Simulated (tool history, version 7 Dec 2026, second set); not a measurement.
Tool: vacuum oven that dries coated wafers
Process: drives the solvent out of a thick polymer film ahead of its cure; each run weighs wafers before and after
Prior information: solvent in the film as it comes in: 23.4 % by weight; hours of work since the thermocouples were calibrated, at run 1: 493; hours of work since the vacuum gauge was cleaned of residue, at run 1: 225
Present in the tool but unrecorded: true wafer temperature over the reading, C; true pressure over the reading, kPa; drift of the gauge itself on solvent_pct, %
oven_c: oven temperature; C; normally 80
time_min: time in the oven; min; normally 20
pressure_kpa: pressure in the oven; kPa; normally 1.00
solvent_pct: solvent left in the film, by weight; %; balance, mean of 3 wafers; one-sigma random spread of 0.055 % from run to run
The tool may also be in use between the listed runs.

run	day	oven_c	time_min	pressure_kpa	hours of work since the thermocouples were calibrated	hours of work since the vacuum gauge was cleaned of residue	solvent_pct
1	0.000	80	20	1.00	493	225	2.62
2	1.262	80	20	1.00	514	247	2.68
3	2.225	80	20	1.00	531	263	2.59
4	3.071	80	20	1.00	546	278	2.72
5	3.662	80	20	1.00	556	288	2.63
6	4.512	80	20	1.00	571	303	2.67
7	5.121	80	20	1.00	581	313	2.60
8	5.762	80	20	1.00	592	324	2.65
9	6.362	80	20	1.00	603	335	2.65
10	7.404	80	21	1.00	620	353	2.48
11	8.550	80	21	1.00	640	373	2.58
12	9.367	80	20	1.00	654	387	2.72
13	10.046	80	31	1.00	666	398	1.83
14	11.075	80	31	1.56	684	416	2.63
15	12.417	80	32	1.00	707	439	1.89
16	13.579	80	32	1.00	727	459	1.89
17	14.279	80	20	0.73	739	471	2.46
18	15.325	80	20	0.73	757	490	2.33
# day 15.496: oven's thermocouples calibrated
19	16.533	80	20	0.73	18	509	2.54
20	17.221	72	20	1.00	30	521	4.94
21	17.904	72	20	1.00	42	533	5.01
# day 18.362: oven's thermocouples calibrated, once more
22	18.888	80	20	1.00	9	548	2.74
23	19.808	71	11	0.74	25	564	7.93
24	20.417	84	20	1.00	36	575	1.93
25	21.492	93	21	1.14	54	593	1.25
26	22.508	93	21	1.14	72	611	1.22
27	23.583	93	21	1.12	90	629	1.22
28	24.492	93	21	1.12	106	645	1.36
29	25.212	80	20	1.02	118	657	2.74
30	25.783	80	33	1.02	128	667	1.92
31	26.862	80	33	1.02	147	686	2.01
32	27.454	80	33	1.02	157	696	1.89
33	28.412	87	10	1.00	174	713	3.84
34	29.442	87	10	1.00	191	731	3.93
35	30.596	69	12	1.46	211	750	9.23
36	31.412	81	11	1.17	225	765	5.21

What will run 37 give?
37	32.417	81	29	3.62	243	782	?

{"run 37": {"solvent_pct": 5.5}}
Were there no unlogged condition in the tool, this run, its random variation unchanged, would have produced solvent_pct 5.10 %.
